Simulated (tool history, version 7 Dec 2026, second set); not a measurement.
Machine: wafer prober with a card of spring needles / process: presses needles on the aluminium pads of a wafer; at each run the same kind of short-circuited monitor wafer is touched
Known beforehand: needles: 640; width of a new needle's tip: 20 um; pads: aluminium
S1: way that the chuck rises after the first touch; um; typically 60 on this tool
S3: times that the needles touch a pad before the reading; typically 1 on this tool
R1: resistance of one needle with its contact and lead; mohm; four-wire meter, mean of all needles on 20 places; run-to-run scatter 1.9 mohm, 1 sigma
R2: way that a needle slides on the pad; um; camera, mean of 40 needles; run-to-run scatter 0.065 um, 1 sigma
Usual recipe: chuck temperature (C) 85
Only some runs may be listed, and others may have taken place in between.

Run 1, hour 0: usual settings. Result: R1 200 mohm, R2 14.9 um.
Run 2, hour 12.4: usual settings. Result: R1 196 mohm, R2 15.01 um.
At hour 15.4: tips cleaned on abrasive film.
Run 3, hour 26.2: usual settings but S3 2. Result: R1 195 mohm, R2 14.92 um.
At hour 34.6: tips cleaned on abrasive film.
Run 4, hour 37.9: usual settings but S3 3. Result: R1 197 mohm, R2 14.74 um.
At hour 52.9: tips cleaned on abrasive film.
Run 5, hour 63.3: usual settings but S3 3. Result: R1 196 mohm, R2 14.92 um.
At hour 71.4: tips cleaned on abrasive film.
Run 6, hour 83.4: usual settings but chuck temperature (C) 53. Result: R1 193 mohm, R2 14.92 um.
At hour 91.1: tips cleaned on abrasive film.
Run 7, hour 94: usual settings but chuck temperature (C) 53. Result: R1 192 mohm, R2 14.83 um.
Run 8, hour 104.4: usual settings but chuck temperature (C) 111. Result: R1 203 mohm, R2 14.84 um.
At hour 109.2: tips cleaned on abrasive film.
At hour 127.5: tips cleaned on abrasive film.
Run 9, hour 128.2: usual settings but chuck temperature (C) 111. Result: R1 207 mohm, R2 14.89 um.
Run 10, hour 138.7: usual settings. Result: R1 198 mohm, R2 14.88 um.
At hour 145.4: tips cleaned on abrasive film.
Run 11, hour 159.8: usual settings. Result: R1 198 mohm, R2 14.96 um.
At hour 163.3: tips cleaned on abrasive film.
Run 12, hour 170.5: usual settings. Result: R1 198 mohm, R2 14.9 um.
At hour 182.2: tips cleaned on abrasive film.
Run 13, hour 191.3: usual settings. Result: R1 199 mohm, R2 14.88 um.
At hour 200.5: tips cleaned on abrasive film.
Run 14, hour 208.8: usual settings but chuck temperature (C) 118. Result: R1 207 mohm, R2 14.99 um.
At hour 218.5: tips cleaned on abrasive film.
Run 15, hour 220.9: usual settings but S1 75 um. Result: R1 193 mohm, R2 18.66 um.
At hour 236.6: tips cleaned on abrasive film.
Run 16, hour 236.6: usual settings. Result: R1 200 mohm, R2 14.99 um.
Run 17, hour 250: usual settings. Result: R1 197 mohm, R2 14.9 um.
At hour 255: tips cleaned on abrasive film.
Run 18, hour 271.2: usual settings but S1 57 um, chuck temperature (C) 45, S3 3. Result: R1 191 mohm, R2 14.1 um.
At hour 273: tips cleaned on abrasive film.
At hour 291.4: tips cleaned on abrasive film.
Run 19, hour 294.9: usual settings but chuck temperature (C) 62, S3 2. Result: R1 191 mohm, R2 14.91 um.
At hour 311: tips cleaned on abrasive film.
Run 20, hour 318.8: usual settings but S1 67 um, chuck temperature (C) 61, S3 2. Result: R1 190 mohm, R2 16.81 um.

Forecast run 21:
At hour 330.1: tips cleaned on abrasive film.
Run 21, hour 337.9: usual settings but S1 67 um, chuck temperature (C) 61, S3 2. Result: R1 ?, R2 ?.

R1: 189 mohm
R2: 16.64 um
Minus the tool's unlogged condition, the same run would have read R1 189 mohm, R2 16.65 um.

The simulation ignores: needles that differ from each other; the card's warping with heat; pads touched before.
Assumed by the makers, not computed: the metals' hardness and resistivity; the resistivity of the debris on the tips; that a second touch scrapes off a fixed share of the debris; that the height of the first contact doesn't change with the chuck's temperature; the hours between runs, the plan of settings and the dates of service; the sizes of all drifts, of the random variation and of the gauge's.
